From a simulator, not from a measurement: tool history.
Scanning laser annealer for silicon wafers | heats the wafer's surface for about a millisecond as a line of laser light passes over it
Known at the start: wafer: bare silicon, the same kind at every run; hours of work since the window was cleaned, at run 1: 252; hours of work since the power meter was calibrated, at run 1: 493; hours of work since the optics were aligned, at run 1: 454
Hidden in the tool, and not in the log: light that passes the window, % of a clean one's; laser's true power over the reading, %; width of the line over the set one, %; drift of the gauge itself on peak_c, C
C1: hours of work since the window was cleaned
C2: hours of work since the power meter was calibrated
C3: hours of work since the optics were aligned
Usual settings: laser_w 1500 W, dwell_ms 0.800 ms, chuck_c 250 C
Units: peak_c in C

{"run": 1, "hour": 0.0, "laser_w": 1500, "dwell_ms": 0.8, "chuck_c": 250, "C1": 252, "C2": 493, "C3": 454, "peak_c": 973}
{"run": 2, "hour": 62.6, "laser_w": 1500, "dwell_ms": 0.8, "chuck_c": 250, "C1": 281, "C2": 522, "C3": 483, "peak_c": 972}
{"run": 3, "hour": 112.9, "laser_w": 1500, "dwell_ms": 0.732, "chuck_c": 250, "C1": 304, "C2": 544, "C3": 505, "peak_c": 939}
{"run": 4, "hour": 145.6, "laser_w": 1500, "dwell_ms": 0.932, "chuck_c": 250, "C1": 318, "C2": 559, "C3": 520, "peak_c": 1031}
{"run": 5, "hour": 174.1, "laser_w": 1500, "dwell_ms": 0.8, "chuck_c": 276, "C1": 331, "C2": 572, "C3": 533, "peak_c": 996}
{"run": 6, "hour": 234.3, "laser_w": 1500, "dwell_ms": 0.8, "chuck_c": 276, "C1": 359, "C2": 599, "C3": 560, "peak_c": 995}
{"run": 7, "hour": 281.9, "laser_w": 1500, "dwell_ms": 0.8, "chuck_c": 276, "C1": 380, "C2": 621, "C3": 582, "peak_c": 995}
{"run": 8, "hour": 348.5, "laser_w": 1500, "dwell_ms": 0.611, "chuck_c": 250, "C1": 410, "C2": 651, "C3": 612, "peak_c": 876}
{"run": 9, "hour": 396.1, "laser_w": 1500, "dwell_ms": 0.8, "chuck_c": 250, "C1": 432, "C2": 673, "C3": 634, "peak_c": 965}
{"run": 10, "hour": 457.6, "laser_w": 1500, "dwell_ms": 0.8, "chuck_c": 251, "C1": 460, "C2": 701, "C3": 662, "peak_c": 966}
{"run": 11, "hour": 526.0, "laser_w": 1500, "dwell_ms": 0.8, "chuck_c": 251, "C1": 491, "C2": 732, "C3": 693, "peak_c": 967}
{"run": 12, "hour": 562.3, "laser_w": 1500, "dwell_ms": 0.8, "chuck_c": 251, "C1": 507, "C2": 748, "C3": 709, "peak_c": 970}
{"run": 13, "hour": 593.7, "laser_w": 1291, "dwell_ms": 0.8, "chuck_c": 251, "C1": 522, "C2": 762, "C3": 723, "peak_c": 868}
{"run": 14, "hour": 650.1, "laser_w": 1464, "dwell_ms": 0.8, "chuck_c": 247, "C1": 547, "C2": 788, "C3": 749, "peak_c": 944}
{"run": 15, "hour": 683.1, "laser_w": 1464, "dwell_ms": 0.8, "chuck_c": 247, "C1": 562, "C2": 803, "C3": 764, "peak_c": 940}
{"run": 16, "hour": 742.8, "laser_w": 1388, "dwell_ms": 0.859, "chuck_c": 247, "C1": 589, "C2": 830, "C3": 791, "peak_c": 929}
{"run": 17, "hour": 779.5, "laser_w": 1388, "dwell_ms": 0.859, "chuck_c": 247, "C1": 606, "C2": 847, "C3": 808, "peak_c": 929}
{"run": 18, "hour": 807.8, "laser_w": 1500, "dwell_ms": 0.971, "chuck_c": 250, "C1": 619, "C2": 859, "C3": 820, "peak_c": 1036}
{"hour": 814.5, "done": "window over the wafer cleaned"}
{"run": 19, "hour": 861.9, "laser_w": 1500, "dwell_ms": 0.926, "chuck_c": 286, "C1": 21, "C2": 883, "C3": 844, "peak_c": 1045}
{"run": 20, "hour": 894.8, "laser_w": 1502, "dwell_ms": 0.694, "chuck_c": 275, "C1": 36, "C2": 898, "C3": 859, "peak_c": 930}
{"hour": 937.8, "done": "optics aligned, line set to its width"}
{"run": 21, "hour": 947.8, "laser_w": 1606, "dwell_ms": 0.618, "chuck_c": 250, "C1": 58, "C2": 920, "C3": 5, "peak_c": 917}
{"run": 22, "hour": 1007.6, "laser_w": 1606, "dwell_ms": 0.618, "chuck_c": 250, "C1": 85, "C2": 947, "C3": 32, "peak_c": 918}
{"hour": 1038.2, "done": "window over the wafer cleaned, once more"}
{"run": 23, "hour": 1048.2, "laser_w": 1606, "dwell_ms": 0.618, "chuck_c": 250, "C1": 5, "C2": 964, "C3": 49, "peak_c": 942}
{"run": 24, "hour": 1116.8, "laser_w": 1606, "dwell_ms": 0.86, "chuck_c": 222, "C1": 36, "C2": 995, "C3": 80, "peak_c": 1036}
{"run": 25, "hour": 1183.0, "laser_w": 1606, "dwell_ms": 0.968, "chuck_c": 244, "C1": 66, "C2": 1025, "C3": 110, "peak_c": 1112}
{"run": 26, "hour": 1232.8, "laser_w": 1317, "dwell_ms": 0.682, "chuck_c": 255, "C1": 88, "C2": 1048, "C3": 133, "peak_c": 851}

Hidden state at the last listed run before each entry between runs and at the first one after, where it differs:
Between runs 18 and 19: window over the wafer cleaned (hour 814.5)
  light that passes the window, % of a clean one's: 97.28 -> 96.5; laser's true power over the reading, %: 0.74 -> 0.76; width of the line over the set one, %: 2.63 -> 2.71
  measured less the result without the state, peak_c: -26 -> -31 C
Between runs 20 and 21: optics aligned, line set to its width (hour 937.8)
  light that passes the window, % of a clean one's: 96.43 -> 96.34; laser's true power over the reading, %: 0.77 -> 0.78; width of the line over the set one, %: 2.75 -> 0.08
  measured less the result without the state, peak_c: -28 -> -20 C
Between runs 22 and 23: window over the wafer cleaned, once more (hour 1038.2)
  light that passes the window, % of a clean one's: 96.23 -> 99.84; laser's true power over the reading, %: 0.8 -> 0.81; width of the line over the set one, %: 0.16 -> 0.21
  measured less the result without the state, peak_c: -21 -> +4 C
